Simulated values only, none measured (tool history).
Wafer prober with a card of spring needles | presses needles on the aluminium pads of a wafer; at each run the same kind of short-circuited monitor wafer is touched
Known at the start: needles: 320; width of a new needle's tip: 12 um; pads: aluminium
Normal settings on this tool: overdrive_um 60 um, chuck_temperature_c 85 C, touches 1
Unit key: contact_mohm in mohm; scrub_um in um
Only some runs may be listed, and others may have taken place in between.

run,hour,overdrive_um,chuck_temperature_c,touches,contact_mohm,scrub_um
1,0.0,60,85,1,131,14.57
2,8.6,44,85,1,168,10.65
3,15.5,44,85,1,175,10.74
# hour 21.3: tips cleaned on abrasive film
4,21.3,44,85,1,119,10.70
5,27.0,44,85,1,146,10.68
6,38.9,60,85,1,145,14.60
# hour 50.7: tips cleaned on abrasive film
7,52.4,60,85,2,117,14.53
8,64.6,50,85,1,153,12.16
9,72.9,50,85,1,162,12.13
# hour 79.8: tips cleaned on abrasive film
10,80.5,50,85,1,119,12.10
11,91.3,74,85,1,127,18.04
12,103.0,74,85,1,136,17.98
# hour 109.5: tips cleaned on abrasive film
13,110.0,74,85,1,111,18.00
14,123.3,74,85,1,130,17.99
15,132.9,60,85,1,149,14.57
# hour 139.2: tips cleaned on abrasive film
16,143.8,60,53,1,127,14.60
17,153.6,60,117,1,143,14.51
18,165.3,60,117,1,150,14.54
# hour 168.3: tips cleaned on abrasive film
19,173.9,77,67,1,121,18.73
20,183.7,60,116,2,138,14.56
21,192.9,60,116,2,138,14.52

Run 22 has not been measured yet. What should we expect?
# hour 197.7: tips cleaned on abrasive film
22,202.3,56,55,1,?,?

{"run 22": {"contact_mohm": 127, "scrub_um": 13.5}}
Were there no unlogged condition in the tool, this run, its random variation unchanged, would have produced contact_mohm 110 mohm, scrub_um 13.57 um.
